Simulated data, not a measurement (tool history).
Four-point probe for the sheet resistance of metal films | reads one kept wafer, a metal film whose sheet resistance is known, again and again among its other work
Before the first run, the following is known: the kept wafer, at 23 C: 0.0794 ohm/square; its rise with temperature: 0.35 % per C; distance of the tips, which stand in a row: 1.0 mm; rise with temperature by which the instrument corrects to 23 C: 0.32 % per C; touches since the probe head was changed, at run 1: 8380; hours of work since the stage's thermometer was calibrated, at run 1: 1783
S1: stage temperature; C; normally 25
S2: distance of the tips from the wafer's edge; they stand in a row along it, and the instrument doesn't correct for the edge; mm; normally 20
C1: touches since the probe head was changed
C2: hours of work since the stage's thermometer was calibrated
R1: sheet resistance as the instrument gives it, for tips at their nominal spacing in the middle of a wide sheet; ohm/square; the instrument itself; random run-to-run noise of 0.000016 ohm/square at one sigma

{"run": 1, "hour": 0.0, "S1": 25, "S2": 20, "C1": 8380, "C2": 1783, "R1": 0.079511}
{"run": 2, "hour": 13.8, "S1": 25, "S2": 20, "C1": 8575, "C2": 1789, "R1": 0.079508}
{"run": 3, "hour": 20.2, "S1": 25, "S2": 20, "C1": 8665, "C2": 1792, "R1": 0.079504}
{"run": 4, "hour": 29.7, "S1": 25, "S2": 20, "C1": 8801, "C2": 1796, "R1": 0.079535}
{"run": 5, "hour": 37.7, "S1": 25, "S2": 20, "C1": 8914, "C2": 1799, "R1": 0.079517}
{"run": 6, "hour": 51.3, "S1": 25, "S2": 20, "C1": 9106, "C2": 1805, "R1": 0.079501}
{"run": 7, "hour": 63.5, "S1": 25, "S2": 20, "C1": 9278, "C2": 1810, "R1": 0.079499}
{"run": 8, "hour": 70.3, "S1": 25, "S2": 20, "C1": 9374, "C2": 1813, "R1": 0.079534}
{"run": 9, "hour": 82.0, "S1": 25, "S2": 20, "C1": 9539, "C2": 1818, "R1": 0.079507}
{"run": 10, "hour": 96.2, "S1": 21, "S2": 20, "C1": 9741, "C2": 1825, "R1": 0.079417}
{"run": 11, "hour": 106.7, "S1": 25, "S2": 29, "C1": 9890, "C2": 1829, "R1": 0.079457}
{"run": 12, "hour": 120.4, "S1": 25, "S2": 29, "C1": 10083, "C2": 1835, "R1": 0.079466}
{"hour": 122.2, "done": "stage's thermometer calibrated"}
{"run": 13, "hour": 132.3, "S1": 23, "S2": 21, "C1": 10244, "C2": 4, "R1": 0.079321}
{"run": 14, "hour": 143.4, "S1": 27, "S2": 17, "C1": 10401, "C2": 9, "R1": 0.07948}
{"run": 15, "hour": 150.5, "S1": 33, "S2": 11, "C1": 10501, "C2": 12, "R1": 0.079891}
{"hour": 165.1, "done": "stage's thermometer calibrated, once more"}
{"run": 16, "hour": 166.0, "S1": 32, "S2": 4, "C1": 10714, "C2": 0, "R1": 0.082403}
{"run": 17, "hour": 177.3, "S1": 25, "S2": 50, "C1": 10874, "C2": 5, "R1": 0.079643}
{"run": 18, "hour": 186.5, "S1": 28, "S2": 5, "C1": 11004, "C2": 9, "R1": 0.081417}
{"run": 19, "hour": 197.8, "S1": 22, "S2": 5, "C1": 11163, "C2": 14, "R1": 0.081185}
{"run": 20, "hour": 205.6, "S1": 26, "S2": 20, "C1": 11275, "C2": 18, "R1": 0.079732}
{"run": 21, "hour": 212.2, "S1": 21, "S2": 14, "C1": 11367, "C2": 20, "R1": 0.079717}

Subtracting, for every run, the result it would have given without the tool's unlogged condition from the measured result gives the following. The same run-to-run variation enters both numbers; the gauge's scatter may not:
What the log doesn't record here: inner tips' distance over the nominal, %; tips' flats over new ones', %; wafer's true temperature over the reading, C; drift of the gauge itself on sheet_ohm, %.
run=1 R1=-0.000056
run=2 R1=-0.000056
run=3 R1=-0.000057
run=4 R1=-0.000057
run=5 R1=-0.000056
run=6 R1=-0.000056
run=7 R1=-0.000056
run=8 R1=-0.000057
run=9 R1=-0.000057
run=10 R1=-0.000060
run=11 R1=-0.000056
run=12 R1=-0.000056
run=13 R1=-0.000175
run=14 R1=-0.000172
run=15 R1=-0.000166
run=16 R1=+0.000155
run=17 R1=+0.000150
run=18 R1=+0.000154
run=19 R1=+0.000154
run=20 R1=+0.000151
run=21 R1=+0.000151

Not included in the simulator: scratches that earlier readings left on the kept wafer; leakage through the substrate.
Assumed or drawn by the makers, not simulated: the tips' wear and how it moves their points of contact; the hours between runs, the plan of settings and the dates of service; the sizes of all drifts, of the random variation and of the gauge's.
